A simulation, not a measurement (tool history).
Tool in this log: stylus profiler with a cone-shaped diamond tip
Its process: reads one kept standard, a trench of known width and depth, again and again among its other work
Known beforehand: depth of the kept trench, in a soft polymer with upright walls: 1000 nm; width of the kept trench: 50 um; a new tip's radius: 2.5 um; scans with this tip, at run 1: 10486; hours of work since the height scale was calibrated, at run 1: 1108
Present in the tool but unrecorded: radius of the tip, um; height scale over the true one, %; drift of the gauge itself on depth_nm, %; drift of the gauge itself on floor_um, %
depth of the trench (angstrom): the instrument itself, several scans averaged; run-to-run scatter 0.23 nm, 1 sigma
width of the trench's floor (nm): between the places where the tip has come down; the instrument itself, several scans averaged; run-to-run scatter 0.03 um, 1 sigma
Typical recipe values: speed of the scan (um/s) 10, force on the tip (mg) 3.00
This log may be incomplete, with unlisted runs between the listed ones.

run,day,speed of the scan (um/s),force on the tip (mg),scans with this tip,hours of work since the height scale was calibrated,depth of the trench (angstrom),width of the trench's floor (nm)
1,0.000,10,3.00,10486,1108,10149.8,42670
2,3.075,10,3.00,11015,1164,10148.6,42580
3,6.042,10,3.00,11526,1218,10148.9,42430
4,7.525,10,3.00,11781,1245,10148.0,42350
5,9.096,25,3.00,12052,1273,10146.4,42290
6,11.883,25,2.64,12532,1324,10129.3,42170
7,14.158,7,2.64,12924,1365,10133.0,42120
8,15.962,16,2.64,13235,1398,10129.4,42070
9,18.158,10,8.89,13613,1438,10336.2,42010
10,20.112,10,3.00,13950,1474,10144.4,41950
11,21.600,10,3.00,14206,1501,10142.2,41900
12,23.062,10,3.00,14458,1527,10136.4,41810
13,25.967,16,8.55,14958,1580,10319.6,41780
# day 28.267: new tip fitted, height scale calibrated
14,28.808,16,8.55,94,10,10365.3,45950
15,30.121,2,8.86,320,34,10367.4,45840
16,31.746,2,2.09,600,63,10144.2,45750
17,33.862,2,3.27,964,102,10191.7,45580
18,35.400,20,3.27,1229,130,10190.1,45460
19,37.204,11,5.30,1540,163,10257.7,45420
20,39.625,11,5.30,1957,207,10263.8,45230
21,42.425,17,2.00,2439,258,10130.7,45040

Difference, measured minus no-hidden-state, one row per run. Run-to-run variation is common to both terms; the gauge's own scatter need not be:
run,depth of the trench (angstrom),width of the trench's floor (nm)
1,-28.3,-3290
2,-29.7,-3400
3,-31.1,-3510
4,-31.8,-3580
5,-32.5,-3630
6,-33.7,-3730
7,-34.6,-3810
8,-35.5,-3880
9,-37.2,-3960
10,-37.4,-4040
11,-38.0,-4090
12,-38.7,-4140
13,-40.7,-4230
14,+1.2,-50
15,+0.5,-150
16,-0.3,-250
17,-1.3,-390
18,-1.9,-490
19,-2.7,-600
20,-3.7,-740
21,-5.0,-890

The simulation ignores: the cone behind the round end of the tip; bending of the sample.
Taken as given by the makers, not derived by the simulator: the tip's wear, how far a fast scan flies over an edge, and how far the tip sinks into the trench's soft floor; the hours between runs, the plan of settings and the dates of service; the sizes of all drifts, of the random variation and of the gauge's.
